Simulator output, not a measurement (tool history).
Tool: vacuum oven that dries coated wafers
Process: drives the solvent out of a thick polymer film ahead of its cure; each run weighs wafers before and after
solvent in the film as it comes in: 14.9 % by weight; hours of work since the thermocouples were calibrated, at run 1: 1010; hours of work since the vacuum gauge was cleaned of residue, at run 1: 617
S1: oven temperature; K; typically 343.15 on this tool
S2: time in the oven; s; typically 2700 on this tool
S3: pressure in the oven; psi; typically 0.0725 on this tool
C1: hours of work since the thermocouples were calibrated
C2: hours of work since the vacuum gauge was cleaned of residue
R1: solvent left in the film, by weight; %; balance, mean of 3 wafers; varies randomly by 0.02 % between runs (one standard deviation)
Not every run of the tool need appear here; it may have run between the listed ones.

run,hour,S1,S2,S3,C1,C2,R1
1,0,343.15,2700,0.0725,1010,617,0.88
2,22.2,343.15,2700,0.0838,1023,630,0.93
3,53,343.15,2700,0.0838,1042,648,0.93
4,83.2,334.15,2700,0.0838,1060,667,2
5,107.3,334.15,2700,0.0838,1075,681,2.03
6,140.2,334.15,2700,0.0838,1094,701,2
7,174.8,334.15,2700,0.0466,1115,722,1.89
8,204.3,334.15,2700,0.0466,1133,739,1.8
9,235.7,343.15,3300,0.0725,1152,758,0.71
10,263,333.15,3300,0.0725,1168,775,1.62
11,280.3,343.15,2700,0.0725,1178,785,0.93
12,299.9,343.15,2700,0.2049,1190,797,1.37
13,317.5,343.15,2700,0.2049,1201,807,1.38
14,341.8,343.15,2700,0.2049,1215,822,1.36
15,377.9,343.15,2700,0.2049,1237,844,1.36
16,413.9,343.15,2700,0.2049,1259,865,1.35
17,434.8,343.15,2700,0.0503,1271,878,0.82
18,455.3,343.15,2700,0.0503,1283,890,0.84
19,491.1,355.15,2700,0.0725,1305,912,0.34
20,512.3,343.15,2700,0.0725,1318,924,0.93
21,532.3,343.15,2700,0.0725,1330,936,0.87
# hour 547.5: oven's thermocouples calibrated
22,553.8,343.15,4380,0.0725,4,948,0.59
23,578.4,343.15,2700,0.0725,19,963,1.08
24,615.5,343.15,2700,0.0725,41,985,1.1
25,645.6,345.15,2460,0.0785,59,1003,1.09
26,662.5,345.15,2460,0.0785,69,1013,1.09
27,698.1,350.15,2460,0.096,90,1035,0.75
28,719.6,350.15,2460,0.096,103,1048,0.75
29,749,353.15,2700,0.048,121,1065,0.41
30,765.4,347.15,2700,0.0674,131,1075,0.8
31,795.5,345.15,2160,0.1756,149,1093,1.72
32,826.1,348.15,2700,0.1742,167,1111,1.04
33,859.5,338.15,4740,0.1742,187,1132,1.33
34,898.6,331.15,2100,0.1846,211,1155,4.4
35,917.7,356.15,4200,0.1701,222,1166,0.54
36,943.5,336.15,1860,0.0725,238,1182,3.2
37,960.7,343.15,1740,0.1394,248,1192,2.42
38,983.3,343.15,1740,0.1394,262,1206,2.46
39,1020.8,338.15,1860,0.1646,284,1228,3.22
40,1058.1,354.15,4140,0.282,307,1251,0.87
41,1076.6,348.15,3600,0.0457,318,1262,0.42
42,1093.9,343.15,2700,0.0474,328,1272,1
43,1116.9,343.15,2700,0.0474,342,1286,1.01
44,1153.8,342.15,3600,0.2329,364,1308,1.45
45,1188.3,348.15,4800,0.0734,385,1329,0.43
46,1208.1,348.15,4800,0.0734,397,1341,0.45
47,1240.9,348.15,3540,0.0927,416,1361,0.59

Predict each of these 3 candidate next runs independently; none follows another, all start after run 47:
A,1258.4,337.15,4140,0.1044,427,1371,?
B,1258.4,337.15,4200,0.0904,427,1371,?
C,1258.4,337.15,3540,0.1456,427,1371,?

run,R1
A,1.23
B,1.15
C,1.63
With the hidden condition removed and each run's random variation left untouched, the same runs would have given:
run,R1
A,0.93
B,0.84
C,1.34
